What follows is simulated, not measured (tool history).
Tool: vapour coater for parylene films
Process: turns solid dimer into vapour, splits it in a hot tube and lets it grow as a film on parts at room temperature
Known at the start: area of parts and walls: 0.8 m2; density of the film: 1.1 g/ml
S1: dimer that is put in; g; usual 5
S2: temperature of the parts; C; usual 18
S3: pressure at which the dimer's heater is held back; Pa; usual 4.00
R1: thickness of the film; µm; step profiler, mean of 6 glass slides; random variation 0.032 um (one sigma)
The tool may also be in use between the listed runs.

run   hour  S1  S2    S3    R1
  1    0.0   5  18  4.00  3.11
  2   16.8   5  18  4.00  3.16
  3   37.0   5  18  4.00  3.17
  4   52.4   5  18  4.00  3.15
  5   68.8   5  21  4.00  2.68
  6   80.3   5  21  9.17  2.31
  7   91.5   5  21  9.17  2.30
  8  104.4   5  14  9.17  3.28
  9  116.1   4  14  9.17  2.62
 10  127.9   6  17  4.00  3.96
 11  142.2   5  12  2.31  4.72
 12  156.5   7  18  7.28  3.86
 13  170.8   7  18  7.28  3.92
 14  181.4   7  18  7.28  3.89
 15  199.5   7  18  7.28  3.87

Forecast each of these 3 alternatives for the next run:
  A  216.4   7  15  7.28   ?
  B  216.4   7  18  3.33   ?
  C  216.4   5  20  4.00   ?

run    R1
  A  4.53
  B  4.55
  C  2.81
Without the tool's hidden state the same runs would have given:
run    R1
  A  4.54
  B  4.56
  C  2.82

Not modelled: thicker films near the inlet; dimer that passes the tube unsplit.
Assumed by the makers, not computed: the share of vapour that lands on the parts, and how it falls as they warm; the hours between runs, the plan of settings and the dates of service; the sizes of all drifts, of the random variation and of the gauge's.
